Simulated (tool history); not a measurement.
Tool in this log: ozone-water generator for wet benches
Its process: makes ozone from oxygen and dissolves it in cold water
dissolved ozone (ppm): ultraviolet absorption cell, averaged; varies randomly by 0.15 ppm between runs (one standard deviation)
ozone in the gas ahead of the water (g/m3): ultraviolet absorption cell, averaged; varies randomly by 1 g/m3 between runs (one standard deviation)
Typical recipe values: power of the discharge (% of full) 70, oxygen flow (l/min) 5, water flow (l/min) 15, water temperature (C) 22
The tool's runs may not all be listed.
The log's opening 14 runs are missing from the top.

run	hour	power of the discharge (% of full)	oxygen flow (l/min)	water flow (l/min)	water temperature (C)	dissolved ozone (ppm)	ozone in the gas ahead of the water (g/m3)
15	1009	70	5	15	22	17.8	166.9
16	1079.7	70	5	15	22	17.8	167.9
17	1155.9	70	5	15	22	17.9	167.9
18	1203.5	70	5	15	22	17.6	168.2
19	1292.7	70	5	15	22	17.9	167.3
20	1359	70	5	16	22	17	169.6
21	1420.9	70	5	16	22	16.9	170.6
22	1470.9	88	2.86	12	22	23.5	250.5
23	1554.8	42	3.31	12	22	16.2	158.2
24	1601.3	42	3.31	12	22	15.9	160.2
25	1681.8	42	3.31	12	22	15.8	159.3
26	1756.5	42	8.83	22	15	11.6	98.5
27	1836	42	8.83	22	15	11.7	98.1
28	1879.1	42	8.83	22	15	11.4	97.7
29	1954	70	4.37	16	17	18.1	178.8

Run 30 is up next; what results do you expect?
30	2010.5	43	7.01	9	14	?	?

dissolved ozone (ppm): 20.9
ozone in the gas ahead of the water (g/m3): 112.3
Were there no unlogged condition in the tool, this run, its random variation unchanged, would have produced dissolved ozone (ppm) 21.5, ozone in the gas ahead of the water (g/m3) 114.7.
